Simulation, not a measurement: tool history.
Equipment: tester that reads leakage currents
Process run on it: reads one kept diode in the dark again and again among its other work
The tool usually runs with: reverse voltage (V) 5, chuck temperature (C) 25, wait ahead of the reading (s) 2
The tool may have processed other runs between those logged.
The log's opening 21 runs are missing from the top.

run      day  reverse voltage (V)  chuck temperature (C)  wait ahead of the reading (s)  current that the tester gives (pA)
 22  123.933                    5                     25                           0.57                              168.18
 23  128.725                    5                     39                           0.44                              565.64
     131.338  -- chuck's temperature calibrated
 24  136.783                 5.02                     44                              2                              780.79
 25    143.6                    5                     38                              2                              471.93
 26  147.271                 1.39                     42                              2                              375.19
 27  151.488                    5                     24                           0.32                              140.41
 28  158.004                 7.34                     37                           0.54                              520.12
      164.85  -- probe card cleaned and baked
 29  165.167                  1.9                     23                           1.51                               80.62
 30  171.692                  1.9                     23                           1.51                               81.53
 31  176.096                    5                     25                           2.52                              150.38
 32  183.796                    5                     25                           0.81                              152.26
 33    187.4                    5                     21                              2                              104.91
 34  193.858                 2.23                     58                              2                             1658.44
 35  197.321                 6.04                     27                           0.36                              200.03
 36  200.888                13.07                     27                           1.69                              283.28
 37  208.642                16.59                     45                           0.72                             1474.03
 38  216.671                 2.46                     28                              2                              148.82
 39  224.112                 6.86                     33                           4.73                               366.6

Forecast each of these 3 alternatives for the next run:
  A  231.342                 6.86                     32                           0.75                                   ?
  B  231.342                 1.82                     45                           1.05                                   ?
  C  231.342                 3.08                     54                           0.77                                   ?

run  current that the tester gives (pA)
  A                              339.46
  B                              561.04
  C                             1434.86
Take away the tool's hidden state, keep each run's random variation, and the runs would have read:
run  current that the tester gives (pA)
  A                              319.62
  B                              534.29
  C                             1371.62
